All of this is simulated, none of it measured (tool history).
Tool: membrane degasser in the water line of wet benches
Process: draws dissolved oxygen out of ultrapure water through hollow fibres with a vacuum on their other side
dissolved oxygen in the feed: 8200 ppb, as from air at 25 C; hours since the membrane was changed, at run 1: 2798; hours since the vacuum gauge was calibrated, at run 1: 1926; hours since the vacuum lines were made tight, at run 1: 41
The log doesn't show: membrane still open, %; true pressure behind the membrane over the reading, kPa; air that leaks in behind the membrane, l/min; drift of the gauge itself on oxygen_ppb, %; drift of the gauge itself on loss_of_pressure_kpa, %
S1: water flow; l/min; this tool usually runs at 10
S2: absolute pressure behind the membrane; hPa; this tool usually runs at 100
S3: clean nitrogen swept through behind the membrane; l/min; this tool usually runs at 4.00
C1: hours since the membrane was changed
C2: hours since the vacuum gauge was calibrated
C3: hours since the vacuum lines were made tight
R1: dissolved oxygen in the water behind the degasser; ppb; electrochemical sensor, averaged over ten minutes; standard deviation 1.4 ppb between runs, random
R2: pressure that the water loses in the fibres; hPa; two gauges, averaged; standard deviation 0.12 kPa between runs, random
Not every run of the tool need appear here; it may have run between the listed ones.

Run 1, hour 0.0: usual settings; C1 2798; C2 1926; C3 41. Result: R1 131.9 ppb, R2 356.8 hPa.
Run 2, hour 107.4: usual settings; C1 2905; C2 2033; C3 148. Result: R1 132.0 ppb, R2 354.7 hPa.
Run 3, hour 238.1: usual settings; C1 3036; C2 2164; C3 279. Result: R1 133.8 ppb, R2 355.6 hPa.
Run 4, hour 395.9: usual settings; C1 3194; C2 2321; C3 437. Result: R1 131.4 ppb, R2 354.6 hPa.
Run 5, hour 530.6: usual settings but S3 2.51 l/min; C1 3329; C2 2456; C3 572. Result: R1 156.2 ppb, R2 355.2 hPa.
Run 6, hour 663.5: usual settings but S2 202 hPa; C1 3461; C2 2589; C3 704. Result: R1 194.7 ppb, R2 354.8 hPa.
Run 7, hour 737.4: usual settings but S2 202 hPa; C1 3535; C2 2663; C3 778. Result: R1 193.5 ppb, R2 355.4 hPa.
Run 8, hour 819.2: usual settings but S2 202 hPa; C1 3617; C2 2745; C3 860. Result: R1 195.2 ppb, R2 354.0 hPa.
Run 9, hour 924.0: usual settings; C1 3722; C2 2850; C3 965. Result: R1 134.8 ppb, R2 354.1 hPa.
Run 10, hour 1001.7: usual settings; C1 3800; C2 2927; C3 1043. Result: R1 128.8 ppb, R2 351.8 hPa.
Run 11, hour 1113.4: usual settings; C1 3911; C2 3039; C3 1154. Result: R1 131.8 ppb, R2 354.8 hPa.
Run 12, hour 1185.0: usual settings; C1 3983; C2 3111; C3 1226. Result: R1 129.5 ppb, R2 351.8 hPa.
Run 13, hour 1334.7: usual settings; C1 4133; C2 3260; C3 1376. Result: R1 133.3 ppb, R2 354.0 hPa.
Run 14, hour 1415.2: usual settings; C1 4213; C2 3341; C3 1456. Result: R1 132.8 ppb, R2 354.7 hPa.
Run 15, hour 1559.0: usual settings; C1 4357; C2 3485; C3 1600. Result: R1 133.4 ppb, R2 351.8 hPa.
Run 16, hour 1669.9: usual settings but S2 159 hPa; C1 4468; C2 3596; C3 1711. Result: R1 168.3 ppb, R2 354.4 hPa.
Run 17, hour 1746.6: usual settings but S2 150 hPa; C1 4545; C2 3672; C3 1788. Result: R1 164.0 ppb, R2 352.7 hPa.
Run 18, hour 1862.5: usual settings but S2 150 hPa; C1 4661; C2 3788; C3 1903. Result: R1 167.0 ppb, R2 353.1 hPa.
Run 19, hour 1953.6: usual settings but S2 143 hPa; C1 4752; C2 3879; C3 1995. Result: R1 160.5 ppb, R2 353.5 hPa.
Run 20, hour 2061.9: usual settings but S1 11 l/min, S2 215 hPa, S3 2.67 l/min; C1 4860; C2 3988; C3 2103. Result: R1 294.0 ppb, R2 387.2 hPa.
Run 21, hour 2205.6: usual settings but S1 7 l/min, S2 216 hPa, S3 1.87 l/min; C1 5004; C2 4131; C3 2247. Result: R1 195.6 ppb, R2 247.2 hPa.
Run 22, hour 2288.5: usual settings but S1 12 l/min, S3 5.28 l/min; C1 5087; C2 4214; C3 2329. Result: R1 190.0 ppb, R2 423.9 hPa.
Run 23, hour 2372.9: usual settings but S1 13 l/min, S2 178 hPa, S3 2.12 l/min; C1 5171; C2 4299; C3 2414. Result: R1 393.5 ppb, R2 459.3 hPa.
Run 24, hour 2460.7: usual settings but S1 13 l/min, S2 178 hPa, S3 2.12 l/min; C1 5259; C2 4386; C3 2502. Result: R1 396.1 ppb, R2 456.7 hPa.
Run 25, hour 2611.5: usual settings but S1 6 l/min, S2 76 hPa, S3 2.93 l/min; C1 5410; C2 4537; C3 2652. Result: R1 35.8 ppb, R2 209.7 hPa.
Run 26, hour 2715.9: usual settings but S1 7 l/min, S2 219 hPa, S3 5.92 l/min; C1 5514; C2 4642; C3 2757. Result: R1 83.3 ppb, R2 244.4 hPa.
Run 27, hour 2803.4: usual settings but S1 13 l/min, S3 4.02 l/min; C1 5601; C2 4729; C3 2844. Result: R1 244.1 ppb, R2 457.9 hPa.
Run 28, hour 2923.4: usual settings but S1 13 l/min, S2 133 hPa, S3 3.57 l/min; C1 5721; C2 4849; C3 2964. Result: R1 275.0 ppb, R2 456.6 hPa.
Run 29, hour 3001.1: usual settings but S1 13 l/min, S2 133 hPa, S3 3.57 l/min; C1 5799; C2 4927; C3 3042. Result: R1 275.7 ppb, R2 456.4 hPa.
Run 30, hour 3108.3: usual settings but S2 102 hPa, S3 3.97 l/min; C1 5906; C2 5034; C3 3149. Result: R1 132.7 ppb, R2 350.0 hPa.
Run 31, hour 3207.0: usual settings but S1 14 l/min, S2 95 hPa; C1 6005; C2 5133; C3 3248. Result: R1 280.5 ppb, R2 491.1 hPa.
Run 32, hour 3304.5: usual settings but S1 14 l/min, S2 95 hPa; C1 6102; C2 5230; C3 3345. Result: R1 283.0 ppb, R2 488.9 hPa.

4 ways to go on from here, each from the tool as it stands after run 32. What would each give?
Run A, hour 3417.8: usual settings but S1 16 l/min, S2 104 hPa, S3 3.46 l/min; C1 6216; C2 5343; C3 3459. Result: R1 ?, R2 ?.
Run B, hour 3417.8: usual settings but S1 14 l/min, S2 69 hPa, S3 6.99 l/min; C1 6216; C2 5343; C3 3459. Result: R1 ?, R2 ?.
Run C, hour 3417.8: usual settings but S1 13 l/min, S2 161 hPa; C1 6216; C2 5343; C3 3459. Result: R1 ?, R2 ?.
Run D, hour 3417.8: usual settings but S1 8 l/min, S2 122 hPa, S3 2.19 l/min; C1 6216; C2 5343; C3 3459. Result: R1 ?, R2 ?.

run     R1     R2
  A  395.0  559.7
  B  245.7  492.2
  C  285.7  456.7
  D  123.2  280.2
With the hidden condition removed and each run's random variation left untouched, the same runs would have given:
run     R1     R2
  A  394.2  567.0
  B  245.2  498.6
  C  285.1  462.7
  D  122.8  283.8
